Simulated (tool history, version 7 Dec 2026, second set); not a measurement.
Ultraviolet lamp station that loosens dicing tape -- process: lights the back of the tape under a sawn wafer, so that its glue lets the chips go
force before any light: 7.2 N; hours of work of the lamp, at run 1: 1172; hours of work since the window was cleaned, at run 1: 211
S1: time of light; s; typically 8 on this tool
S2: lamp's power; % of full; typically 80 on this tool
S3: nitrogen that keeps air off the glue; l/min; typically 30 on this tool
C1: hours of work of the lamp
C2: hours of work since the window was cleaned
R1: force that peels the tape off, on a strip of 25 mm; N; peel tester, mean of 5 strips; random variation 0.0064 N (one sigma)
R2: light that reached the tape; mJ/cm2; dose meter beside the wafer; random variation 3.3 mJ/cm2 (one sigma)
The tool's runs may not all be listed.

{"run": 1, "hour": 0.0, "S1": 8, "S2": 80, "S3": 30, "C1": 1172, "C2": 211, "R1": 0.317, "R2": 387}
{"run": 2, "hour": 29.3, "S1": 8, "S2": 80, "S3": 30, "C1": 1192, "C2": 232, "R1": 0.336, "R2": 386}
{"run": 3, "hour": 86.9, "S1": 8, "S2": 80, "S3": 30, "C1": 1232, "C2": 271, "R1": 0.333, "R2": 380}
{"run": 4, "hour": 129.0, "S1": 8, "S2": 64, "S3": 30, "C1": 1260, "C2": 300, "R1": 0.548, "R2": 306}
{"run": 5, "hour": 184.0, "S1": 8, "S2": 64, "S3": 30, "C1": 1298, "C2": 337, "R1": 0.58, "R2": 298}
{"run": 6, "hour": 212.7, "S1": 8, "S2": 64, "S3": 30, "C1": 1318, "C2": 357, "R1": 0.577, "R2": 299}
{"run": 7, "hour": 266.3, "S1": 8, "S2": 80, "S3": 30, "C1": 1354, "C2": 394, "R1": 0.366, "R2": 368}
{"hour": 292.9, "done": "lamp changed"}
{"run": 8, "hour": 329.2, "S1": 8, "S2": 80, "S3": 30, "C1": 25, "C2": 436, "R1": 0.224, "R2": 481}
{"run": 9, "hour": 374.6, "S1": 8, "S2": 80, "S3": 30, "C1": 56, "C2": 467, "R1": 0.213, "R2": 481}
{"run": 10, "hour": 424.5, "S1": 8, "S2": 98, "S3": 30, "C1": 90, "C2": 501, "R1": 0.165, "R2": 578}
{"run": 11, "hour": 465.7, "S1": 8, "S2": 98, "S3": 30, "C1": 118, "C2": 530, "R1": 0.179, "R2": 568}
{"run": 12, "hour": 501.5, "S1": 4, "S2": 81, "S3": 13, "C1": 143, "C2": 554, "R1": 1.435, "R2": 232}
{"hour": 526.7, "done": "window cleaned of glue's vapour"}
{"run": 13, "hour": 570.3, "S1": 7, "S2": 70, "S3": 33, "C1": 190, "C2": 30, "R1": 0.335, "R2": 371}
{"run": 14, "hour": 608.2, "S1": 8, "S2": 64, "S3": 36, "C1": 216, "C2": 56, "R1": 0.298, "R2": 386}
{"run": 15, "hour": 649.5, "S1": 5, "S2": 64, "S3": 39, "C1": 244, "C2": 84, "R1": 0.768, "R2": 234}
{"run": 16, "hour": 705.9, "S1": 6, "S2": 79, "S3": 10, "C1": 282, "C2": 123, "R1": 0.852, "R2": 353}
{"run": 17, "hour": 768.0, "S1": 8, "S2": 81, "S3": 10, "C1": 325, "C2": 165, "R1": 0.488, "R2": 465}
{"run": 18, "hour": 801.7, "S1": 10, "S2": 97, "S3": 11, "C1": 348, "C2": 188, "R1": 0.201, "R2": 702}
{"run": 19, "hour": 830.1, "S1": 10, "S2": 97, "S3": 11, "C1": 367, "C2": 208, "R1": 0.207, "R2": 695}

4 ways to go on from here, each from the tool as it stands after run 19. What would each give?
{"run": "A", "hour": 862.7, "S1": 12, "S2": 77, "S3": 16, "C1": 390, "C2": 230, "R1": "?", "R2": "?"}
{"run": "B", "hour": 862.7, "S1": 6, "S2": 73, "S3": 16, "C1": 390, "C2": 230, "R1": "?", "R2": "?"}
{"run": "C", "hour": 862.7, "S1": 4, "S2": 84, "S3": 12, "C1": 390, "C2": 230, "R1": "?", "R2": "?"}
{"run": "D", "hour": 862.7, "S1": 8, "S2": 68, "S3": 27, "C1": 390, "C2": 230, "R1": "?", "R2": "?"}

run=A R1=0.198 R2=660
run=B R1=0.816 R2=309
run=C R1=1.471 R2=238
run=D R1=0.348 R2=381
Without the tool's unlogged condition, the same runs would have read:
run=A R1=0.175 R2=746
run=B R1=0.637 R2=350
run=C R1=1.213 R2=269
run=D R1=0.270 R2=431

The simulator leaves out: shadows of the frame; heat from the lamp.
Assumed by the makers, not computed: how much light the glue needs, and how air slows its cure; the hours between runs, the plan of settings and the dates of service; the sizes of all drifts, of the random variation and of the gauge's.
